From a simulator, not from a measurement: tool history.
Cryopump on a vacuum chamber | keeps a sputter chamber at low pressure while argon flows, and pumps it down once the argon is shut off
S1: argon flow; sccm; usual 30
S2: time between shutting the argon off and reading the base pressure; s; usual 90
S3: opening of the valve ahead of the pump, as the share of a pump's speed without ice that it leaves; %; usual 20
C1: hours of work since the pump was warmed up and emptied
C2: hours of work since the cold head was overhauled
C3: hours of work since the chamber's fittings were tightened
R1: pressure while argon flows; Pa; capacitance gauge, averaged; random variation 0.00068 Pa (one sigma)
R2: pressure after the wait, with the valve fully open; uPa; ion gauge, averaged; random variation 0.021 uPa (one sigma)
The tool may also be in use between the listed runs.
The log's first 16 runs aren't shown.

run 17 hour=1243.4 | S1=30 S2=90 S3=20 | C1=371 C2=2368 C3=755 | R1=0.1182 R2=0.60
run 18 hour=1292.4 | S1=30 S2=90 S3=20 | C1=393 C2=2390 C3=776 | R1=0.1181 R2=0.61
run 19 hour=1370.0 | S1=47 S2=45 S3=38 | C1=427 C2=2425 C3=811 | R1=0.1015 R2=0.85
run 20 hour=1418.8 | S1=47 S2=45 S3=59 | C1=449 C2=2446 C3=833 | R1=0.0669 R2=0.93
run 21 hour=1490.7 | S1=55 S2=232 S3=19 | C1=481 C2=2478 C3=865 | R1=0.2299 R2=0.47
run 22 hour=1538.4 | S1=55 S2=232 S3=19 | C1=502 C2=2500 C3=886 | R1=0.2303 R2=0.48
run 23 hour=1616.3 | S1=55 S2=232 S3=19 | C1=537 C2=2534 C3=921 | R1=0.2301 R2=0.51
run 24 hour=1697.0 | S1=37 S2=31 S3=54 | C1=573 C2=2570 C3=957 | R1=0.0597 R2=1.17
run 25 hour=1751.5 | S1=37 S2=31 S3=54 | C1=597 C2=2595 C3=981 | R1=0.0599 R2=1.19
run 26 hour=1793.4 | S1=30 S2=169 S3=20 | C1=616 C2=2613 C3=1000 | R1=0.1201 R2=0.57
run 27 hour=1845.2 | S1=30 S2=169 S3=20 | C1=639 C2=2636 C3=1023 | R1=0.1215 R2=0.61
run 28 hour=1945.2 | S1=30 S2=90 S3=43 | C1=684 C2=2681 C3=1067 | R1=0.0606 R2=0.73
run 29 hour=1988.1 | S1=16 S2=70 S3=46 | C1=703 C2=2700 C3=1087 | R1=0.0304 R2=0.84
run 30 hour=2074.4 | S1=20 S2=54 S3=57 | C1=741 C2=2739 C3=1125 | R1=0.0332 R2=0.92
run 31 hour=2173.2 | S1=54 S2=90 S3=27 | C1=785 C2=2783 C3=1169 | R1=0.1683 R2=0.77
run 32 hour=2218.7 | S1=54 S2=90 S3=27 | C1=806 C2=2803 C3=1189 | R1=0.1691 R2=0.79
run 33 hour=2279.0 | S1=47 S2=33 S3=50 | C1=832 C2=2830 C3=1216 | R1=0.0860 R2=1.24
run 34 hour=2359.5 | S1=59 S2=23 S3=44 | C1=868 C2=2866 C3=1252 | R1=0.1233 R2=1.60

Forecast each of these 4 alternatives for the next run:
run A hour=2463.0 | S1=59 S2=151 S3=44 | C1=914 C2=2912 C3=1298 | R1=? R2=?
run B hour=2463.0 | S1=19 S2=262 S3=44 | C1=914 C2=2912 C3=1298 | R1=? R2=?
run C hour=2463.0 | S1=44 S2=23 S3=44 | C1=914 C2=2912 C3=1298 | R1=? R2=?
run D hour=2463.0 | S1=30 S2=90 S3=15 | C1=914 C2=2912 C3=1298 | R1=? R2=?

run=A R1=0.1248 R2=0.76
run=B R1=0.0398 R2=0.68
run=C R1=0.0926 R2=1.56
run=D R1=0.1626 R2=0.84
Without the tool's hidden state the same runs would have given:
run=A R1=0.1028 R2=0.30
run=B R1=0.0328 R2=0.23
run=C R1=0.0762 R2=1.11
run=D R1=0.1515 R2=0.39
